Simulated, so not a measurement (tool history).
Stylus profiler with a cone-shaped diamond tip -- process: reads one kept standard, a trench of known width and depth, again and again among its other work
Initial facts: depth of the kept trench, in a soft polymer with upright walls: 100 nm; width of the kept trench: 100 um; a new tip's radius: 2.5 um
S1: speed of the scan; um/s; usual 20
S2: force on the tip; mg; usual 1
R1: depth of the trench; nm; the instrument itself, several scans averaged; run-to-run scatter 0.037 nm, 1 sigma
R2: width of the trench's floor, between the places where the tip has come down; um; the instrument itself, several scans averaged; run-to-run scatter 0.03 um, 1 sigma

run	hour	S1	S2	R1	R2
1	0	20	1	100.7	98.23
2	19.1	20	1.3	100.83	98.26
3	33.1	20	1.3	100.82	98.3
4	47.9	20	1.3	100.85	98.23
5	70	20	0.45	100.6	98.16
6	84.7	20	1	100.84	98.21
7	95.4	20	1	100.84	98.25
8	106.7	20	1	100.8	98.28
9	125.4	20	1	100.79	98.26
10	136	20	1	100.78	98.26
11	145.2	20	1	100.82	98.27
12	160.9	20	2.08	101.13	98.27
13	173.3	20	2.08	101.24	98.26
14	185.1	20	1.3	100.9	98.19
15	202.6	20	1.84	101.1	98.24
16	225	20	1.84	101.08	98.26
17	238.8	20	1.84	101.09	98.27
18	249.3	20	1.84	101.13	98.23
19	266.1	20	1.84	101.09	98.26
20	287.3	20	1.84	101.16	98.22
21	308.4	20	1	100.83	98.15
22	323.8	73	1	100.88	97.8
23	346.2	20	1	100.89	98.16
24	369	20	1	100.9	98.17
25	379.6	11	1	100.84	98.29
26	401.3	11	0.48	100.58	98.19
27	410.6	72	1.69	101.11	97.97
28	433.2	72	1.69	101.16	97.88
29	442.9	72	1.69	101.09	97.91
30	453.5	6	1.26	100.96	98.3
31	469.1	6	1.26	100.99	98.3
32	486.5	22	0.35	100.64	98.07
33	501.1	6	0.4	100.67	98.27
34	520.9	20	0.34	100.69	98.07
35	539.4	20	0.34	100.52	98.02
36	555.9	16	0.36	100.6	98.1
37	565.5	28	2.18	101.36	98.13
38	585.5	33	0.37	100.63	97.9
39	598.3	18	1	100.91	98.18
40	612	6	1.48	101.07	98.24
41	630	63	1.45	101.11	97.91
42	648.8	63	0.37	100.65	97.59
43	659	63	0.37	100.69	97.53
44	674.7	63	0.37	100.63	97.54
45	694.5	20	1.57	101.15	98.2
46	710.1	19	1.22	101.03	98.15
47	724.2	69	1.8	101.22	97.9

Each row is a separate what-if for the run after 47, all from the same tool condition, not one after another. Results?
A	744.7	8	1	?	?
B	744.7	20	2.82	?	?
C	744.7	15	0.66	?	?
D	744.7	20	0.39	?	?

run	R1	R2
A	100.96	98.22
B	101.54	98.18
C	100.85	98.13
D	100.64	98.07
Stripped of hidden state, with their random variation kept, the same runs would have yielded:
run	R1	R2
A	100.55	98.56
B	101.14	98.52
C	100.44	98.47
D	100.23	98.42
